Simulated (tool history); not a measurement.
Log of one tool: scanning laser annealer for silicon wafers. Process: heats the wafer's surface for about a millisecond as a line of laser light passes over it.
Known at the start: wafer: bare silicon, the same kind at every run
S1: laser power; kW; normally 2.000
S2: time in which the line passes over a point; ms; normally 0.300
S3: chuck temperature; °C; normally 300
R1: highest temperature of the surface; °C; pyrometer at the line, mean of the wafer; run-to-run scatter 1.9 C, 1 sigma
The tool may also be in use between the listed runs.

run	day	S1	S2	S3	R1
1	0.000	2.000	0.300	300	1090
2	3.733	2.000	0.300	300	1091
3	7.362	2.000	0.300	280	1070
4	10.908	1.878	0.300	300	1041
5	13.738	2.041	0.300	300	1097
6	16.862	2.041	0.300	300	1141
7	19.017	2.041	0.300	300	1135
8	21.529	2.041	0.300	300	1136
9	23.600	2.041	0.300	300	1133
10	27.171	2.041	0.300	300	1128
11	30.779	2.011	0.300	300	1116
12	33.750	2.011	0.300	300	1114
13	36.762	1.971	0.300	300	1097
14	40.088	2.000	0.293	270	1064
15	44.371	2.000	0.293	270	1060
16	48.033	1.977	0.319	263	1075
17	50.446	1.888	0.220	271	913
18	54.142	1.888	0.220	271	911
19	58.104	2.069	0.254	325	1073

Removed from this log: 1 entry logged between the listed runs. Between which two listed runs does each belong, and how does the tool's hidden state at the listed run before it compare with that at the listed run after it?
In the gap between runs 5 and 6: window over the wafer cleaned (day 16.275)
  light that passes the window, % of a clean one's: 94.35 -> 99.71; laser's true power over the reading, %: 1.9 -> 1.93; width of the line over the set one, %: 0.81 -> 0.86
  the result without the hidden state subtracted from the measured one, R1: -33 -> +9 °C
